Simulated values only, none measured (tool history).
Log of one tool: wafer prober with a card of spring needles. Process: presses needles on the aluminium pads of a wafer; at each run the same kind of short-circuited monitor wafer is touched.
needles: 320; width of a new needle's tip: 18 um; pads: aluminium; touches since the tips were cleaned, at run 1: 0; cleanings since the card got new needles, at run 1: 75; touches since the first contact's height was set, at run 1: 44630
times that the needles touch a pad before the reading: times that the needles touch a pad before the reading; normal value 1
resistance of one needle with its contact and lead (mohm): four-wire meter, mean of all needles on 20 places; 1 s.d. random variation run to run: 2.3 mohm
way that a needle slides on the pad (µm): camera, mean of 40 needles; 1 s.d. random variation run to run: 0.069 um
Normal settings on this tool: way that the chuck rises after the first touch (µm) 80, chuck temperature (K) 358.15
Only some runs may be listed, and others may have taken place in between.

run,day,way that the chuck rises after the first touch (µm),chuck temperature (K),times that the needles touch a pad before the reading,touches since the tips were cleaned,cleanings since the card got new needles,touches since the first contact's height was set,resistance of one needle with its contact and lead (mohm),way that a needle slides on the pad (µm)
1,0,80,358.15,1,0,75,44630,264,19.98
# day 0.821: tips cleaned on abrasive film
# day 1.658: tips cleaned on abrasive film
2,2.267,80,358.15,1,4755,77,62313,389,19.83
# day 2.438: tips cleaned on abrasive film
# day 3.217: tips cleaned on abrasive film
# day 3.988: tips cleaned on abrasive film
3,4.208,79,358.15,1,1750,80,77431,356,19.59
# day 4.671: tips cleaned on abrasive film
# day 5.462: tips cleaned on abrasive film
4,5.671,79,358.15,1,1638,82,88815,357,19.46
# day 6.154: tips cleaned on abrasive film
# day 6.908: tips cleaned on abrasive film, once more
5,6.908,79,358.15,1,0,84,98417,261,19.47
# day 7.667: tips cleaned on abrasive film
# day 8.45: tips cleaned on abrasive film
# day 9.246: tips cleaned on abrasive film
6,9.625,79,358.15,1,2940,87,119580,392,19.47
# day 9.962: tips cleaned on abrasive film
# day 10.633: tips cleaned on abrasive film
# day 11.412: tips cleaned on abrasive film
7,11.658,79,358.15,1,1946,90,135429,365,19.24
# day 12.162: tips cleaned on abrasive film
# day 12.938: tips cleaned on abrasive film
# day 13.738: tips cleaned on abrasive film
# day 14.408: tips cleaned on abrasive film
8,14.579,80,347.15,1,1334,94,158165,338,19.44
# day 15.146: tips cleaned on abrasive film
# day 15.983: tips cleaned on abrasive film
# day 16.825: tips cleaned on abrasive film
9,17.442,80,358.15,1,4857,97,180481,415,19.45
# day 17.612: tips cleaned on abrasive film
# day 18.45: tips cleaned on abrasive film
10,18.879,80,358.15,1,3385,99,191668,393,19.25
# day 19.212: tips cleaned on abrasive film
# day 20.033: tips cleaned on abrasive film
11,20.342,80,358.15,1,2412,101,203047,378,19.37
# day 20.658: height of the first contact set anew
# day 20.783: tips cleaned on abrasive film
# day 21.517: tips cleaned on abrasive film
12,21.583,80,358.15,1,548,103,7177,296,20.05
# day 22.229: tips cleaned on abrasive film
# day 23.058: tips cleaned on abrasive film
# day 23.771: tips cleaned on abrasive film
13,24.183,80,358.15,1,3222,106,27423,385,20.08
# day 24.521: tips cleaned on abrasive film
# day 25.329: tips cleaned on abrasive film
14,25.958,79,387.15,1,4920,108,41250,410,19.91
# day 26.088: tips cleaned on abrasive film
# day 26.921: tips cleaned on abrasive film
15,27.2,98,387.15,2,2180,110,50901,310,24.45
# day 27.675: tips cleaned on abrasive film
# day 28.442: tips cleaned on abrasive film
# day 29.233: tips cleaned on abrasive film
16,29.571,98,387.15,2,2643,113,69378,311,24.46
# day 29.912: tips cleaned on abrasive film
# day 30.704: tips cleaned on abrasive film
# day 31.517: tips cleaned on abrasive film
17,32.154,98,387.15,2,4980,116,89495,327,24.41
# day 32.325: tips cleaned on abrasive film
# day 33.146: tips cleaned on abrasive film
# day 33.967: tips cleaned on abrasive film
# day 34.642: tips cleaned on abrasive film
18,35.062,75,320.15,2,3322,120,112149,355,18.38
# day 35.4: tips cleaned on abrasive film
# day 36.2: tips cleaned on abrasive film
# day 36.962: tips cleaned on abrasive film
19,37.362,65,346.15,3,3138,123,130041,334,15.86
# day 37.662: tips cleaned on abrasive film
# day 38.446: tips cleaned on abrasive film
20,39.017,96,388.15,1,4478,125,142933,376,23.65
# day 39.188: tips cleaned on abrasive film
# day 39.858: tips cleaned on abrasive film
# day 40.675: tips cleaned on abrasive film
21,41.271,71,315.15,1,4641,128,160467,461,17.15
# day 41.442: tips cleaned on abrasive film
# day 42.242: tips cleaned on abrasive film
22,42.879,80,370.15,1,4991,130,172995,428,19.49

Branching from run 22: 4 alternative next runs. What would each branch give?
# day 43.008: tips cleaned on abrasive film
# day 43.742: tips cleaned on abrasive film
# day 44.412: tips cleaned on abrasive film
A,44.758,80,358.15,1,2722,133,187638,?,?
# day 43.008: tips cleaned on abrasive film
# day 43.742: tips cleaned on abrasive film
# day 44.412: tips cleaned on abrasive film
B,44.758,78,309.15,1,2722,133,187638,?,?
# day 43.008: tips cleaned on abrasive film
# day 43.742: tips cleaned on abrasive film
# day 44.412: tips cleaned on abrasive film
C,44.758,62,298.15,1,2722,133,187638,?,?
# day 43.008: tips cleaned on abrasive film
# day 43.742: tips cleaned on abrasive film
# day 44.412: tips cleaned on abrasive film
D,44.758,85,370.15,1,2722,133,187638,?,?

run,resistance of one needle with its contact and lead (mohm),way that a needle slides on the pad (µm)
A,399,19.39
B,410,18.94
C,505,14.85
D,390,20.65
With no hidden state in the tool, these same runs would have given:
run,resistance of one needle with its contact and lead (mohm),way that a needle slides on the pad (µm)
A,252,20.15
B,242,19.7
C,242,15.62
D,260,21.41

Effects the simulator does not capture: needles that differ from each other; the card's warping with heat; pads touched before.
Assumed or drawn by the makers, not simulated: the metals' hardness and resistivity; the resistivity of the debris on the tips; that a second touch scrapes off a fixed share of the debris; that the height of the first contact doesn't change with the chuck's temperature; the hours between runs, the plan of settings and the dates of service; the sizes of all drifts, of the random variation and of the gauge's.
